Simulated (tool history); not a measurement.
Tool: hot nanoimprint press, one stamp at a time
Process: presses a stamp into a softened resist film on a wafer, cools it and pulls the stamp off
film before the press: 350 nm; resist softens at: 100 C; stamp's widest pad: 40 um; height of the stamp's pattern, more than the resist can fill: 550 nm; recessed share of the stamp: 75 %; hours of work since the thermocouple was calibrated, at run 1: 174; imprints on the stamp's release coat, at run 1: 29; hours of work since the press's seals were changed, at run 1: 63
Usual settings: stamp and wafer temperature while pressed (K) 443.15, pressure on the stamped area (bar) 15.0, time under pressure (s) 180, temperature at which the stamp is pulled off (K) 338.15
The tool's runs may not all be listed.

run   hour  stamp and wafer temperature while pressed (K)  pressure on the stamped area (bar)  time under pressure (s)  temperature at which the stamp is pulled off (K)  hours of work since the thermocouple was calibrated  imprints on the stamp's release coat  hours of work since the press's seals were changed  resist left under the stamp's widest pad (Å)  greatest force while the stamp is pulled off (N)
  1    0.0                                         443.15                                15.0                      180                                            338.15                                                  174                                    29                                                  63                                          2149                                               125
  2   11.0                                         443.15                                15.0                      180                                            336.15                                                  179                                    64                                                  68                                          2151                                               134
  3   19.9                                         443.15                                15.0                      180                                            336.15                                                  183                                    93                                                  72                                          2148                                               135
  4   30.7                                         443.15                                15.0                      180                                            336.15                                                  188                                   128                                                  77                                          2158                                               139
  5   37.6                                         443.15                                15.0                      180                                            336.15                                                  191                                   150                                                  80                                          2175                                               140
  6   47.5                                         443.15                                15.0                      180                                            336.15                                                  196                                   182                                                  85                                          2156                                               146
  7   58.5                                         443.15                                15.0                      180                                            336.15                                                  201                                   217                                                  90                                          2172                                               140
  8   66.0                                         443.15                                15.0                      180                                            336.15                                                  204                                   241                                                  93                                          2170                                               146
  9   73.9                                         443.15                                15.0                      180                                            336.15                                                  208                                   267                                                  97                                          2171                                               145
 10   87.5                                         443.15                                15.0                      180                                            336.15                                                  214                                   311                                                 103                                          2181                                               146
 11  100.3                                         443.15                                15.0                      180                                            336.15                                                  220                                   352                                                 109                                          2181                                               153
 12  108.9                                         443.15                                15.0                      180                                            338.15                                                  224                                   380                                                 112                                          2170                                               142
 13  119.9                                         443.15                                17.9                      180                                            338.15                                                  229                                   415                                                 117                                          2013                                               148
 14  134.2                                         443.15                                17.9                      180                                            338.15                                                  235                                   461                                                 124                                          2023                                               147
 15  140.8                                         443.15                                17.9                      180                                            338.15                                                  238                                   482                                                 127                                          2034                                               148
 16  147.1                                         443.15                                17.9                      180                                            338.15                                                  241                                   503                                                 130                                          2019                                               154
 17  156.6                                         453.15                                 9.2                      180                                            338.15                                                  245                                   533                                                 134                                          1938                                               155
 18  167.9                                         443.15                                15.0                      105                                            329.15                                                  250                                   570                                                 139                                          2488                                               194
 19  178.5                                         444.15                                16.4                      137                                            343.15                                                  255                                   604                                                 144                                          2198                                               140
 20  192.8                                         436.15                                16.4                      296                                            345.15                                                  262                                   650                                                 151                                          2333                                               130
 21  207.3                                         436.15                                16.4                      296                                            345.15                                                  268                                   697                                                 157                                          2356                                               132
 22  219.2                                         440.15                                15.9                      130                                            331.15                                                  274                                   735                                                 163                                          2541                                               200
 23  231.6                                         440.15                                15.9                      130                                            331.15                                                  279                                   775                                                 168                                          2548                                               193
 24  238.6                                         433.15                                12.3                      130                                            331.15                                                  283                                   797                                                 171                                          3148                                               192
 25  247.0                                         433.15                                12.3                      355                                            335.15                                                  286                                   825                                                 175                                          2736                                               181
 26  253.9                                         451.15                                15.8                      180                                            345.15                                                  290                                   847                                                 178                                          1613                                               140
 27  260.8                                         451.15                                15.8                      180                                            345.15                                                  293                                   869                                                 181                                          1616                                               140
 28  274.4                                         455.15                                11.4                      180                                            334.15                                                  299                                   913                                                 188                                          1655                                               189
 29  282.6                                         455.15                                11.4                      180                                            334.15                                                  303                                   939                                                 191                                          1655                                               192
 30  292.7                                         441.15                                13.5                      155                                            338.15                                                  307                                   972                                                 196                                          2508                                               178

4 ways to go on from here, each from the tool as it stands after run 30. What would each give?
  A  305.4                                         443.15                                16.7                      180                                            338.15                                                  313                                  1013                                                 202                                             ?                                                 ?
  B  305.4                                         448.15                                13.5                      298                                            331.15                                                  313                                  1013                                                 202                                             ?                                                 ?
  C  305.4                                         436.15                                15.0                      209                                            326.15                                                  313                                  1013                                                 202                                             ?                                                 ?
  D  305.4                                         441.15                                16.9                      155                                            338.15                                                  313                                  1013                                                 202                                             ?                                                 ?

run  resist left under the stamp's widest pad (Å)  greatest force while the stamp is pulled off (N)
  A                                          2119                                               187
  B                                          1651                                               219
  C                                          2641                                               236
  D                                          2325                                               176
Without the tool's hidden state the same runs would have given:
run  resist left under the stamp's widest pad (Å)  greatest force while the stamp is pulled off (N)
  A                                          2004                                               127
  B                                          1557                                               150
  C                                          2530                                               162
  D                                          2209                                               119
